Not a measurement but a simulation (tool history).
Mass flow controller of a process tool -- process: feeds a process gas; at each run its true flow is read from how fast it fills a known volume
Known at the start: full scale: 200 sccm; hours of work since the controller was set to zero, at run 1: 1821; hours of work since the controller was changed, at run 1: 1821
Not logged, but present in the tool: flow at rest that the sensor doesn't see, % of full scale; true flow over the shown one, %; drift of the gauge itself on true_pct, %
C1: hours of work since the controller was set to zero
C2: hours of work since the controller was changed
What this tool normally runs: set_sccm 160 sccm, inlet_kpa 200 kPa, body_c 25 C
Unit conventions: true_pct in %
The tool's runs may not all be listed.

{"run": 1, "hour": 0.0, "set_sccm": 160, "inlet_kpa": 200, "body_c": 25, "C1": 1821, "C2": 1821, "true_pct": 99.38}
{"run": 2, "hour": 207.7, "set_sccm": 160, "inlet_kpa": 200, "body_c": 25, "C1": 1950, "C2": 1950, "true_pct": 99.69}
{"run": 3, "hour": 379.8, "set_sccm": 160, "inlet_kpa": 200, "body_c": 25, "C1": 2056, "C2": 2056, "true_pct": 99.66}
{"run": 4, "hour": 733.3, "set_sccm": 111, "inlet_kpa": 200, "body_c": 25, "C1": 2274, "C2": 2274, "true_pct": 99.1}
{"run": 5, "hour": 922.5, "set_sccm": 111, "inlet_kpa": 200, "body_c": 25, "C1": 2391, "C2": 2391, "true_pct": 99.21}
{"run": 6, "hour": 1097.1, "set_sccm": 111, "inlet_kpa": 200, "body_c": 25, "C1": 2499, "C2": 2499, "true_pct": 99.26}
{"run": 7, "hour": 1392.6, "set_sccm": 111, "inlet_kpa": 200, "body_c": 25, "C1": 2681, "C2": 2681, "true_pct": 99.31}
{"run": 8, "hour": 1615.8, "set_sccm": 160, "inlet_kpa": 200, "body_c": 25, "C1": 2819, "C2": 2819, "true_pct": 100.19}
{"run": 9, "hour": 1854.6, "set_sccm": 160, "inlet_kpa": 200, "body_c": 25, "C1": 2967, "C2": 2967, "true_pct": 100.29}
{"run": 10, "hour": 2065.4, "set_sccm": 160, "inlet_kpa": 200, "body_c": 25, "C1": 3097, "C2": 3097, "true_pct": 100.51}
{"run": 11, "hour": 2244.8, "set_sccm": 160, "inlet_kpa": 200, "body_c": 25, "C1": 3208, "C2": 3208, "true_pct": 100.4}
{"run": 12, "hour": 2416.8, "set_sccm": 160, "inlet_kpa": 200, "body_c": 25, "C1": 3314, "C2": 3314, "true_pct": 100.39}
{"run": 13, "hour": 2736.9, "set_sccm": 160, "inlet_kpa": 200, "body_c": 25, "C1": 3512, "C2": 3512, "true_pct": 100.65}
{"run": 14, "hour": 2888.4, "set_sccm": 160, "inlet_kpa": 200, "body_c": 25, "C1": 3605, "C2": 3605, "true_pct": 100.65}
{"run": 15, "hour": 3150.0, "set_sccm": 160, "inlet_kpa": 200, "body_c": 26, "C1": 3767, "C2": 3767, "true_pct": 100.83}
{"run": 16, "hour": 3488.5, "set_sccm": 160, "inlet_kpa": 200, "body_c": 26, "C1": 3976, "C2": 3976, "true_pct": 101.18}
{"run": 17, "hour": 3660.0, "set_sccm": 160, "inlet_kpa": 200, "body_c": 26, "C1": 4082, "C2": 4082, "true_pct": 101.1}
{"run": 18, "hour": 3818.4, "set_sccm": 160, "inlet_kpa": 200, "body_c": 33, "C1": 4179, "C2": 4179, "true_pct": 101.71}
{"run": 19, "hour": 3977.4, "set_sccm": 160, "inlet_kpa": 200, "body_c": 33, "C1": 4278, "C2": 4278, "true_pct": 101.74}
{"run": 20, "hour": 4157.6, "set_sccm": 160, "inlet_kpa": 226, "body_c": 33, "C1": 4389, "C2": 4389, "true_pct": 101.61}
{"run": 21, "hour": 4373.2, "set_sccm": 32, "inlet_kpa": 153, "body_c": 40, "C1": 4522, "C2": 4522, "true_pct": 100.58}
{"run": 22, "hour": 4642.4, "set_sccm": 32, "inlet_kpa": 153, "body_c": 40, "C1": 4688, "C2": 4688, "true_pct": 100.68}
{"run": 23, "hour": 4907.1, "set_sccm": 28, "inlet_kpa": 153, "body_c": 40, "C1": 4852, "C2": 4852, "true_pct": 100.81}
{"run": 24, "hour": 5128.5, "set_sccm": 28, "inlet_kpa": 153, "body_c": 40, "C1": 4989, "C2": 4989, "true_pct": 100.83}
{"run": 25, "hour": 5401.1, "set_sccm": 28, "inlet_kpa": 153, "body_c": 40, "C1": 5157, "C2": 5157, "true_pct": 100.95}
{"run": 26, "hour": 5664.5, "set_sccm": 82, "inlet_kpa": 153, "body_c": 40, "C1": 5320, "C2": 5320, "true_pct": 101.95}
{"run": 27, "hour": 6005.3, "set_sccm": 160, "inlet_kpa": 153, "body_c": 32, "C1": 5530, "C2": 5530, "true_pct": 102.84}
{"run": 28, "hour": 6321.4, "set_sccm": 37, "inlet_kpa": 231, "body_c": 21, "C1": 5725, "C2": 5725, "true_pct": 100.05}
{"hour": 6408.4, "done": "gauge calibrated"}
{"hour": 6492.7, "done": "controller exchanged for a calibrated one"}
{"run": 29, "hour": 6677.8, "set_sccm": 37, "inlet_kpa": 231, "body_c": 21, "C1": 114, "C2": 114, "true_pct": 97.49}
{"run": 30, "hour": 6883.3, "set_sccm": 95, "inlet_kpa": 200, "body_c": 35, "C1": 241, "C2": 241, "true_pct": 99.31}
{"run": 31, "hour": 7212.8, "set_sccm": 35, "inlet_kpa": 200, "body_c": 25, "C1": 445, "C2": 445, "true_pct": 97.98}
{"run": 32, "hour": 7503.1, "set_sccm": 45, "inlet_kpa": 242, "body_c": 40, "C1": 624, "C2": 624, "true_pct": 98.97}
{"run": 33, "hour": 7799.8, "set_sccm": 35, "inlet_kpa": 200, "body_c": 25, "C1": 807, "C2": 807, "true_pct": 98.26}
{"run": 34, "hour": 8076.4, "set_sccm": 160, "inlet_kpa": 152, "body_c": 28, "C1": 978, "C2": 978, "true_pct": 100.65}
{"run": 35, "hour": 8430.0, "set_sccm": 160, "inlet_kpa": 190, "body_c": 25, "C1": 1196, "C2": 1196, "true_pct": 100.44}
{"run": 36, "hour": 8800.7, "set_sccm": 160, "inlet_kpa": 145, "body_c": 30, "C1": 1425, "C2": 1425, "true_pct": 101.08}
{"run": 37, "hour": 8975.5, "set_sccm": 38, "inlet_kpa": 145, "body_c": 30, "C1": 1533, "C2": 1533, "true_pct": 99.42}

For some of the steps in true_pct from one run to the next: how much would appear even if the tool had no hidden state, given the settings, what came in and random variation, and how much remains for the hidden state plus any gauge scatter that the measured result and the result without hidden state don't share?
Run 26 -> 27: set_sccm 82 -> 160, body_c 40 -> 32. true_pct +0.89 %: hidden state +0.18, all else +0.71.
Run 27 -> 28: set_sccm 160 -> 37, inlet_kpa 153 -> 231, body_c 32 -> 21. true_pct -2.79 %: hidden state +0.04, all else -2.83.
Run 28 -> 29: gauge calibrated, controller exchanged for a calibrated one. true_pct -2.56 %: hidden state -2.61, all else +0.05.
Run 33 -> 34: set_sccm 35 -> 160, inlet_kpa 200 -> 152, body_c 25 -> 28. true_pct +2.39 %: hidden state +0.15, all else +2.24.
Run 35 -> 36: inlet_kpa 190 -> 145, body_c 25 -> 30. true_pct +0.64 %: hidden state +0.17, all else +0.47.
